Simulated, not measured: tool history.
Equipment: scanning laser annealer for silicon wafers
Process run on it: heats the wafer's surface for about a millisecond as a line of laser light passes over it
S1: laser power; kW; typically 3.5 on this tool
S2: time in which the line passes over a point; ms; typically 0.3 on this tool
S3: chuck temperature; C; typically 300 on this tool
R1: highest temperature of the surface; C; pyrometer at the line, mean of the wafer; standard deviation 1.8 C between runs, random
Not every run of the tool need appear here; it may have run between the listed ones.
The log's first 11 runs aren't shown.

run	hour	S1	S2	S3	R1
12	165.3	3.5	0.212	300	921
13	182.2	3.5	0.3	300	1033
14	202.5	3.5	0.3	300	1033
15	214.1	3.5	0.3	300	1032
16	225.1	3.5	0.3	300	1032
17	236.6	3.5	0.343	300	1078
18	253.2	3.5	0.343	300	1075
# hour 260: optics aligned, line set to its width
19	268.5	3.5	0.343	300	1077
20	286.5	3.547	0.218	261	892
21	300.2	3.31	0.343	268	988
22	314.7	3.5	0.27	300	990
23	325.5	3.5	0.27	300	987
# hour 338.2: optics aligned, line set to its width, once more
24	350.4	3.374	0.313	302	1018
25	363.2	3.5	0.221	306	938
26	382.8	3.5	0.221	306	940
27	395.2	3.5	0.221	306	935
28	411.4	2.991	0.337	300	934
29	424.3	2.991	0.337	300	934
30	440.6	3.462	0.347	305	1072
31	455.6	3.462	0.347	305	1075

Run 32 comes next. What will it give?
32	476	3.5	0.325	301	?

Logged for run 32: R1 1057 C.
Without the tool's hidden state the same run would have given R1 1076 C.
